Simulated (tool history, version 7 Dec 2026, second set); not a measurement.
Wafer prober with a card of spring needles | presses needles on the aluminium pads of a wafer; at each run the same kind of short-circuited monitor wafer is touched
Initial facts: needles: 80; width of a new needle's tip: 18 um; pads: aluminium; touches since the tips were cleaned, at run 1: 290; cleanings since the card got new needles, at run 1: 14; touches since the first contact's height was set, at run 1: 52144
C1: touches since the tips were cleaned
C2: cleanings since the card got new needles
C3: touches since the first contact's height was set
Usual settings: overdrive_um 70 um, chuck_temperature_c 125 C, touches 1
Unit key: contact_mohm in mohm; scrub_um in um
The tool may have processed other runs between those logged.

run 1 hour=0 | overdrive_um=70 chuck_temperature_c=125 touches=1 | C1=290 C2=14 C3=52144 | contact_mohm=288 scrub_um=10.73
-- hour=16.5 tips cleaned on abrasive film
run 2 hour=18 | overdrive_um=70 chuck_temperature_c=125 touches=1 | C1=294 C2=15 C3=55639 | contact_mohm=295 scrub_um=10.84
-- hour=33.9 tips cleaned on abrasive film
run 3 hour=38.7 | overdrive_um=84 chuck_temperature_c=125 touches=1 | C1=934 C2=16 C3=59637 | contact_mohm=296 scrub_um=13.04
-- hour=52.4 tips cleaned on abrasive film
run 4 hour=64 | overdrive_um=84 chuck_temperature_c=125 touches=1 | C1=2261 C2=17 C3=64550 | contact_mohm=303 scrub_um=13
-- hour=70.9 tips cleaned on abrasive film
run 5 hour=78.2 | overdrive_um=84 chuck_temperature_c=125 touches=1 | C1=1428 C2=18 C3=67303 | contact_mohm=295 scrub_um=12.99
-- hour=90 tips cleaned on abrasive film
run 6 hour=94.9 | overdrive_um=70 chuck_temperature_c=125 touches=1 | C1=959 C2=19 C3=70531 | contact_mohm=304 scrub_um=10.69
-- hour=108.1 tips cleaned on abrasive film
run 7 hour=116.7 | overdrive_um=70 chuck_temperature_c=31 touches=1 | C1=1676 C2=20 C3=74764 | contact_mohm=290 scrub_um=10.79
-- hour=125.5 tips cleaned on abrasive film
run 8 hour=140.9 | overdrive_um=70 chuck_temperature_c=125 touches=1 | C1=2996 C2=21 C3=79449 | contact_mohm=326 scrub_um=10.81
-- hour=143.2 tips cleaned on abrasive film
-- hour=160.8 tips cleaned on abrasive film
run 9 hour=166.8 | overdrive_um=70 chuck_temperature_c=125 touches=1 | C1=1168 C2=23 C3=84456 | contact_mohm=301 scrub_um=10.76
-- hour=178.6 tips cleaned on abrasive film
run 10 hour=188 | overdrive_um=64 chuck_temperature_c=84 touches=1 | C1=1846 C2=24 C3=88576 | contact_mohm=310 scrub_um=9.86
-- hour=190 height of the first contact set anew
-- hour=196.4 tips cleaned on abrasive film
run 11 hour=212 | overdrive_um=70 chuck_temperature_c=125 touches=1 | C1=3034 C2=25 C3=4272 | contact_mohm=326 scrub_um=10.58
-- hour=214.8 tips cleaned on abrasive film
run 12 hour=230 | overdrive_um=60 chuck_temperature_c=63 touches=2 | C1=2956 C2=26 C3=7760 | contact_mohm=304 scrub_um=9.17
-- hour=234.1 tips cleaned on abrasive film
run 13 hour=241.4 | overdrive_um=60 chuck_temperature_c=63 touches=2 | C1=1420 C2=27 C3=9951 | contact_mohm=290 scrub_um=9.11

Run 14 has not been measured yet. What should we expect?
-- hour=252 tips cleaned on abrasive film
run 14 hour=253.5 | overdrive_um=70 chuck_temperature_c=125 touches=1 | C1=296 C2=28 C3=12300 | contact_mohm=? scrub_um=?

contact_mohm: 293 mohm
scrub_um: 10.65 um
Were there no unlogged condition in the tool, this run, its random variation unchanged, would have produced contact_mohm 283 mohm, scrub_um 10.96 um.
